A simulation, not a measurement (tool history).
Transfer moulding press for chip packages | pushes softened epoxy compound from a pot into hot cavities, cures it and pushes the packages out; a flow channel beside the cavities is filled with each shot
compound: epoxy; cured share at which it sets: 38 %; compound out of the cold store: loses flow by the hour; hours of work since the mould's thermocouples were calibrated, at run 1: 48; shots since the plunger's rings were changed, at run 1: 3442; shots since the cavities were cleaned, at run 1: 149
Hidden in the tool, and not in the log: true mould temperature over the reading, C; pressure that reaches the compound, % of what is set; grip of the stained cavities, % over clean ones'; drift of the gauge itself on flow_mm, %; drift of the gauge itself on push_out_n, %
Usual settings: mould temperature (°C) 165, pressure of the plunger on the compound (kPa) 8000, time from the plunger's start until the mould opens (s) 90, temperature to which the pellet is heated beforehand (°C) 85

| run | hour | mould temperature (°C) | pressure of the plunger on the compound (kPa) | time from the plunger's start until the mould opens (s) | temperature to which the pellet is heated beforehand (°C) | hours of work since the mould's thermocouples were calibrated | shots since the plunger's rings were changed | shots since the cavities were cleaned | incoming compound's hours out of the cold store | length that the compound runs in the flow channel (mm) | greatest force on the pins that push the packages out (N) |
|---|---|---|---|---|---|---|---|---|---|---|---|
| 1 | 0.0 | 165 | 8000 | 90 | 85 | 48 | 3442 | 149 | 44.5 | 643 | 282 |
| 2 | 14.7 | 165 | 8000 | 90 | 89 | 56 | 3609 | 316 | 21.9 | 667 | 333 |
| 3 | 27.1 | 165 | 8000 | 90 | 94 | 63 | 3751 | 458 | 24.7 | 656 | 384 |
| 4 | 44.3 | 165 | 8000 | 90 | 85 | 72 | 3946 | 653 | 43.1 | 625 | 403 |
|  | 57.8 | cavities cleaned with cleaning compound and waxed |
| 5 | 59.0 | 165 | 8000 | 90 | 85 | 80 | 4096 | 14 | 28.0 | 649 | 504 |
| 6 | 73.3 | 165 | 8000 | 90 | 77 | 87 | 4259 | 177 | 40.9 | 630 | 480 |
| 7 | 84.0 | 165 | 8000 | 90 | 85 | 93 | 4380 | 298 | 30.5 | 647 | 475 |
| 8 | 98.3 | 165 | 8000 | 90 | 80 | 101 | 4543 | 461 | 11.5 | 673 | 483 |
| 9 | 113.5 | 165 | 8000 | 90 | 85 | 109 | 4715 | 633 | 30.6 | 645 | 459 |
|  | 117.6 | plunger's sealing rings changed |
|  | 129.1 | cavities cleaned with cleaning compound and waxed, once more |
| 10 | 133.5 | 165 | 7560 | 90 | 85 | 118 | 163 | 50 | 23.7 | 693 | 243 |
| 11 | 141.2 | 165 | 8000 | 90 | 85 | 122 | 251 | 138 | 43.0 | 688 | 281 |
| 12 | 152.0 | 165 | 8000 | 90 | 90 | 128 | 374 | 261 | 31.8 | 703 | 321 |
| 13 | 165.3 | 170 | 8000 | 90 | 85 | 135 | 524 | 411 | 32.5 | 676 | 297 |
| 14 | 173.9 | 161 | 8000 | 90 | 85 | 140 | 622 | 509 | 20.7 | 713 | 495 |
| 15 | 191.0 | 161 | 8000 | 90 | 85 | 149 | 817 | 704 | 33.6 | 713 | 524 |
|  | 200.5 | cavities cleaned with cleaning compound and waxed |
| 16 | 207.0 | 161 | 8000 | 90 | 85 | 157 | 981 | 73 | 36.0 | 712 | 326 |
| 17 | 214.5 | 161 | 8000 | 90 | 85 | 161 | 1066 | 158 | 41.6 | 687 | 361 |
| 18 | 229.5 | 163 | 8720 | 98 | 85 | 170 | 1237 | 329 | 38.0 | 733 | 317 |
| 19 | 244.3 | 165 | 9060 | 90 | 85 | 178 | 1405 | 497 | 15.5 | 741 | 381 |
| 20 | 252.4 | 162 | 8000 | 99 | 83 | 182 | 1498 | 590 | 18.1 | 715 | 396 |
| 21 | 262.2 | 159 | 8000 | 118 | 85 | 187 | 1609 | 701 | 43.0 | 688 | 377 |
|  | 272.4 | cavities cleaned with cleaning compound and waxed |
| 22 | 274.0 | 165 | 6100 | 90 | 85 | 193 | 1726 | 19 | 47.3 | 570 | 230 |
| 23 | 285.0 | 165 | 8000 | 90 | 87 | 199 | 1851 | 144 | 27.8 | 672 | 286 |
| 24 | 295.0 | 162 | 8930 | 88 | 80 | 204 | 1965 | 258 | 9.3 | 771 | 443 |
| 25 | 310.6 | 166 | 6690 | 87 | 81 | 213 | 2142 | 435 | 17.6 | 635 | 389 |
| 26 | 318.5 | 159 | 6140 | 98 | 81 | 217 | 2231 | 524 | 18.3 | 619 | 498 |

How the hidden state differs across the entries between the runs, from the last listed run before each to the first after it:
Between runs 4 and 5: cavities cleaned with cleaning compound and waxed (hour 57.8)
  true mould temperature over the reading, C: -0.19 -> -0.18; pressure that reaches the compound, % of what is set: 84.53 -> 83.94; grip of the stained cavities, % over clean ones': 90.2 -> 139.2
  measured less the result without the state, length that the compound runs in the flow channel (mm): -54 -> -59; greatest force on the pins that push the packages out (N): +193 -> +293
Between runs 9 and 10: plunger's sealing rings changed (hour 117.6); cavities cleaned with cleaning compound and waxed, once more (hour 129.1)
  true mould temperature over the reading, C: -0.13 -> -0.11; pressure that reaches the compound, % of what is set: 81.56 -> 99.28; grip of the stained cavities, % over clean ones': 116.6 -> 14.5
  measured less the result without the state, length that the compound runs in the flow channel (mm): -69 -> -2; greatest force on the pins that push the packages out (N): +249 -> +32
Between runs 15 and 16: cavities cleaned with cleaning compound and waxed (hour 200.5)
  true mould temperature over the reading, C: -0.06 -> -0.05; pressure that reaches the compound, % of what is set: 96.79 -> 96.18; grip of the stained cavities, % over clean ones': 93.4 -> 18.8
  measured less the result without the state, length that the compound runs in the flow channel (mm): -11 -> -14; greatest force on the pins that push the packages out (N): +256 -> +54
Between runs 21 and 22: cavities cleaned with cleaning compound and waxed (hour 272.4)
  true mould temperature over the reading, C: 0 -> 0.01; pressure that reaches the compound, % of what is set: 93.9 -> 93.47; grip of the stained cavities, % over clean ones': 92.7 -> 7.3
  measured less the result without the state, length that the compound runs in the flow channel (mm): -22 -> -19; greatest force on the pins that push the packages out (N): +181 -> +15
